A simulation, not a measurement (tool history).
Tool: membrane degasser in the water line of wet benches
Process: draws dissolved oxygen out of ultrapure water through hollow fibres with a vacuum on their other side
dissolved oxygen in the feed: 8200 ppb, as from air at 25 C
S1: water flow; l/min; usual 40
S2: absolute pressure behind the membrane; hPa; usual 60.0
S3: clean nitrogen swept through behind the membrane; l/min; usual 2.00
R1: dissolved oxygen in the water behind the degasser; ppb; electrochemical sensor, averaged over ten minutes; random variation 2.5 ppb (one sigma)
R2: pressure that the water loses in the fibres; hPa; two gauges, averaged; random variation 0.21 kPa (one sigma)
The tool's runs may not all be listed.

Run 1, hour 0.0: usual settings. Result: R1 288.2 ppb, R2 542.4 hPa.
Run 2, hour 158.6: usual settings but S3 2.90 l/min. Result: R1 253.8 ppb, R2 538.9 hPa.
Run 3, hour 327.5: usual settings but S3 2.90 l/min. Result: R1 254.3 ppb, R2 543.7 hPa.
Run 4, hour 432.8: usual settings but S3 2.90 l/min. Result: R1 260.1 ppb, R2 545.1 hPa.
Run 5, hour 592.3: usual settings but S3 5.21 l/min. Result: R1 223.1 ppb, R2 543.5 hPa.
Run 6, hour 735.0: usual settings but S3 5.21 l/min. Result: R1 225.7 ppb, R2 546.0 hPa.
Run 7, hour 955.7: usual settings but S3 5.21 l/min. Result: R1 225.8 ppb, R2 551.3 hPa.
Run 8, hour 1120.7: usual settings but S3 5.21 l/min. Result: R1 222.4 ppb, R2 547.0 hPa.
Run 9, hour 1350.6: usual settings but S3 5.21 l/min. Result: R1 227.7 ppb, R2 551.9 hPa.
Run 10, hour 1531.8: usual settings but S3 5.21 l/min. Result: R1 229.7 ppb, R2 549.7 hPa.
Run 11, hour 1670.1: usual settings but S3 5.21 l/min. Result: R1 231.1 ppb, R2 547.0 hPa.
At hour 1693.8: vacuum gauge calibrated.
Run 12, hour 1899.7: usual settings but S3 5.21 l/min. Result: R1 233.6 ppb, R2 552.7 hPa.
Run 13, hour 2092.0: usual settings but S3 5.21 l/min. Result: R1 231.9 ppb, R2 555.3 hPa.
Run 14, hour 2307.5: usual settings but S3 5.21 l/min. Result: R1 234.6 ppb, R2 554.7 hPa.
Run 15, hour 2501.5: usual settings but S1 55 l/min. Result: R1 428.6 ppb, R2 764.5 hPa.
At hour 2715.7: vacuum gauge calibrated, once more.
Run 16, hour 2751.4: usual settings. Result: R1 303.3 ppb, R2 557.1 hPa.
Run 17, hour 2893.3: usual settings but S1 61 l/min, S2 77.5 hPa. Result: R1 580.4 ppb, R2 857.7 hPa.
Run 18, hour 3107.9: usual settings but S1 38 l/min, S2 86.0 hPa, S3 1.03 l/min. Result: R1 561.6 ppb, R2 532.6 hPa.
Run 19, hour 3279.9: usual settings but S1 31 l/min, S2 96.5 hPa, S3 1.03 l/min. Result: R1 528.8 ppb, R2 435.1 hPa.
Run 20, hour 3414.8: usual settings but S2 42.3 hPa. Result: R1 234.5 ppb, R2 562.6 hPa.
Run 21, hour 3669.1: usual settings but S3 1.32 l/min. Result: R1 373.1 ppb, R2 559.1 hPa.
Run 22, hour 3802.5: usual settings but S1 62 l/min, S3 3.56 l/min. Result: R1 430.2 ppb, R2 868.9 hPa.
Run 23, hour 4052.8: usual settings but S1 29 l/min, S2 49.7 hPa, S3 4.11 l/min. Result: R1 159.2 ppb, R2 416.0 hPa.
Run 24, hour 4189.2: usual settings but S1 32 l/min, S2 67.8 hPa. Result: R1 276.5 ppb, R2 454.3 hPa.
Run 25, hour 4317.7: usual settings but S1 34 l/min, S2 67.8 hPa. Result: R1 298.7 ppb, R2 480.6 hPa.
At hour 4332.8: seals of the vacuum lines changed.
Run 26, hour 4515.3: usual settings but S1 34 l/min, S2 67.8 hPa. Result: R1 299.0 ppb, R2 484.7 hPa.
Run 27, hour 4668.3: usual settings but S1 57 l/min, S2 76.8 hPa. Result: R1 556.0 ppb, R2 812.3 hPa.
Run 28, hour 4861.6: usual settings but S1 60 l/min, S2 76.8 hPa, S3 1.57 l/min. Result: R1 628.7 ppb, R2 852.3 hPa.
Run 29, hour 4966.0: usual settings but S2 76.9 hPa, S3 5.67 l/min. Result: R1 277.8 ppb, R2 569.6 hPa.
Run 30, hour 5198.6: usual settings but S2 37.9 hPa, S3 5.04 l/min. Result: R1 216.5 ppb, R2 575.1 hPa.
Run 31, hour 5418.0: usual settings but S2 37.9 hPa, S3 5.04 l/min. Result: R1 215.4 ppb, R2 573.3 hPa.
Run 32, hour 5667.2: usual settings but S2 37.9 hPa, S3 5.04 l/min. Result: R1 223.6 ppb, R2 576.5 hPa.

Hidden state or all else? Some run-to-run changes of R1, split into what the settings, what came in and random variation would give without the hidden state, and what is left for the hidden state (with any gauge scatter that isn't in both results):
The hidden state here: membrane still open, %; true pressure behind the membrane over the reading, kPa; air that leaks in behind the membrane, l/min; drift of the gauge itself on oxygen_ppb, %; drift of the gauge itself on loss_of_pressure_kpa, %.
Run 16 -> 17: S1 40 -> 61, S2 60.0 -> 77.5. R1 +277.1 ppb: hidden state +25.3, all else +251.8.
Run 19 -> 20: S1 31 -> 40, S2 96.5 -> 42.3, S3 1.03 -> 2.00. R1 -294.3 ppb: hidden state +14.6, all else -308.9.
Run 21 -> 22: S1 40 -> 62, S3 1.32 -> 3.56. R1 +57.1 ppb: hidden state +28.1, all else +29.0.
Run 22 -> 23: S1 62 -> 29, S2 60.0 -> 49.7, S3 3.56 -> 4.11. R1 -271.0 ppb: hidden state -46.3, all else -224.7.
Run 26 -> 27: S1 34 -> 57, S2 67.8 -> 76.8. R1 +257.0 ppb: hidden state +35.0, all else +222.0.
Run 28 -> 29: S1 60 -> 40, S2 76.8 -> 76.9, S3 1.57 -> 5.67. R1 -350.9 ppb: hidden state -27.4, all else -323.5.

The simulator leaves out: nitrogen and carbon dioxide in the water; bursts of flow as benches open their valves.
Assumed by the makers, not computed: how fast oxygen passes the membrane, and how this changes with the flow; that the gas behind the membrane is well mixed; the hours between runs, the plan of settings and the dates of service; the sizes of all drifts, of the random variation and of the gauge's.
